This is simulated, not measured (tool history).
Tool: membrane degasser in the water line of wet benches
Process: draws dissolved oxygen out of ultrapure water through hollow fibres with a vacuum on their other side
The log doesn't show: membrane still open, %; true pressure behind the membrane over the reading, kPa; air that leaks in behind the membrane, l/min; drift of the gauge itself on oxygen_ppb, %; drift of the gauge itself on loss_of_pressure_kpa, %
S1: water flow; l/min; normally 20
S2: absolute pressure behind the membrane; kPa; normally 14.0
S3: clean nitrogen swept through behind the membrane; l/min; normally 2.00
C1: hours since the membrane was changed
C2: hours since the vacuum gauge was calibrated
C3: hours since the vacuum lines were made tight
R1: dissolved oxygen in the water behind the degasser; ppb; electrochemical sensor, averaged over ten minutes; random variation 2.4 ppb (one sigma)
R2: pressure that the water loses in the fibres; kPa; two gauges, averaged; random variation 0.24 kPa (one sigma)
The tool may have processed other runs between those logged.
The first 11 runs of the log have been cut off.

run,hour,S1,S2,S3,C1,C2,C3,R1,R2
12,2913.8,26,14.0,0.93,11893,2362,3215,708.2,82.77
13,3236.8,20,14.8,2.00,12216,2685,3538,323.6,64.00
14,3418.3,20,27.0,2.00,12397,2867,3719,592.0,64.10
# hour 3606.2: gauge calibrated
15,3618.1,20,14.0,0.99,12597,3067,3919,520.1,61.98
# hour 3813.2: vacuum gauge calibrated
16,3875.8,20,14.0,0.99,12854,63,4176,513.1,62.43
17,4169.2,20,14.0,0.99,13148,356,4470,513.4,62.66
18,4521.8,16,14.0,1.56,13500,709,4822,289.2,50.01
19,4722.0,16,14.0,5.61,13700,909,5023,109.2,50.11
20,4923.3,16,14.0,5.61,13902,1110,5224,108.7,50.08
21,5261.1,14,10.0,2.00,14239,1448,5562,137.2,44.32
22,5589.5,20,14.0,2.00,14568,1776,5890,303.4,63.36
23,5845.4,20,30.9,1.93,14824,2032,6146,682.1,63.45
24,6079.8,20,12.8,2.02,15058,2267,6380,279.2,63.15
25,6410.2,13,23.7,4.81,15389,2597,6711,155.1,41.23
26,6573.5,13,23.7,4.81,15552,2760,6874,154.2,41.21
27,6743.5,30,12.5,1.24,15722,2930,7044,592.2,95.92
28,6990.7,30,12.5,1.24,15969,3178,7291,604.7,95.81
# hour 7080.4: vacuum gauge calibrated
29,7229.3,20,17.0,2.00,16207,149,7529,373.1,64.13
30,7384.0,17,14.0,2.19,16362,304,7684,237.0,54.36
31,7734.1,17,14.0,2.19,16712,654,8034,235.4,54.50
32,8066.5,17,14.0,2.19,17044,986,8367,237.8,54.85
33,8279.0,32,14.0,2.04,17257,1199,8579,529.9,102.99

3 ways to go on from here, each from the tool as it stands after run 33. What would each give?
A,8627.8,32,13.2,2.04,17606,1547,8928,?,?
B,8627.8,32,12.9,5.08,17606,1547,8928,?,?
C,8627.8,24,10.3,1.48,17606,1547,8928,?,?

run,R1,R2
A,496.7,103.42
B,311.5,104.10
C,341.6,77.29
The same runs, with their run-to-run variation unchanged, on a tool lacking any hidden condition would have given:
run,R1,R2
A,495.2,99.21
B,310.1,99.87
C,340.6,74.14
